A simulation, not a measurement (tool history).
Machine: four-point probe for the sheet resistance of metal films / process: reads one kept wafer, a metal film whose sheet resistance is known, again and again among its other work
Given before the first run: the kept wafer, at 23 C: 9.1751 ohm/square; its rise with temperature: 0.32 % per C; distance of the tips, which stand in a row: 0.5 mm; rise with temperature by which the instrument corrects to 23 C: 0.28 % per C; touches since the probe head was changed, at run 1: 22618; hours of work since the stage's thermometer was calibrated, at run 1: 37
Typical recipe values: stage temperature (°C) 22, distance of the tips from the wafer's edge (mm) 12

| run | hour | stage temperature (°C) | distance of the tips from the wafer's edge (mm) | touches since the probe head was changed | hours of work since the stage's thermometer was calibrated | sheet resistance as the instrument gives it (ohm/square) |
|---|---|---|---|---|---|---|
| 1 | 0.0 | 22 | 12 | 22618 | 37 | 9.233382 |
| 2 | 16.0 | 22 | 12 | 23535 | 47 | 9.227972 |
| 3 | 26.9 | 22 | 30 | 24159 | 55 | 9.221711 |
| 4 | 34.4 | 22 | 30 | 24586 | 60 | 9.226737 |
| 5 | 46.8 | 22 | 12 | 25294 | 68 | 9.234852 |
| 6 | 60.7 | 22 | 12 | 26088 | 78 | 9.234070 |
| 7 | 75.4 | 22 | 12 | 26931 | 88 | 9.234214 |
| 8 | 85.3 | 22 | 12 | 27500 | 95 | 9.234759 |
| 9 | 98.3 | 22 | 12 | 28241 | 103 | 9.235819 |
| 10 | 109.0 | 22 | 12 | 28854 | 111 | 9.235715 |
| 11 | 116.5 | 22 | 12 | 29281 | 116 | 9.234946 |
| 12 | 128.9 | 19 | 12 | 29992 | 124 | 9.229217 |
| 13 | 143.1 | 19 | 12 | 30807 | 134 | 9.229617 |
| 14 | 157.4 | 19 | 12 | 31625 | 144 | 9.227422 |
| 15 | 168.3 | 25 | 5 | 32245 | 151 | 9.293122 |

The next listed run, before its measurement:
| 16 | 184.5 | 25 | 5 | 33170 | 162 | ? |

sheet resistance as the instrument gives it (ohm/square): 9.293521
Without the tool's hidden state the same run would have given sheet resistance as the instrument gives it (ohm/square) 9.231423.
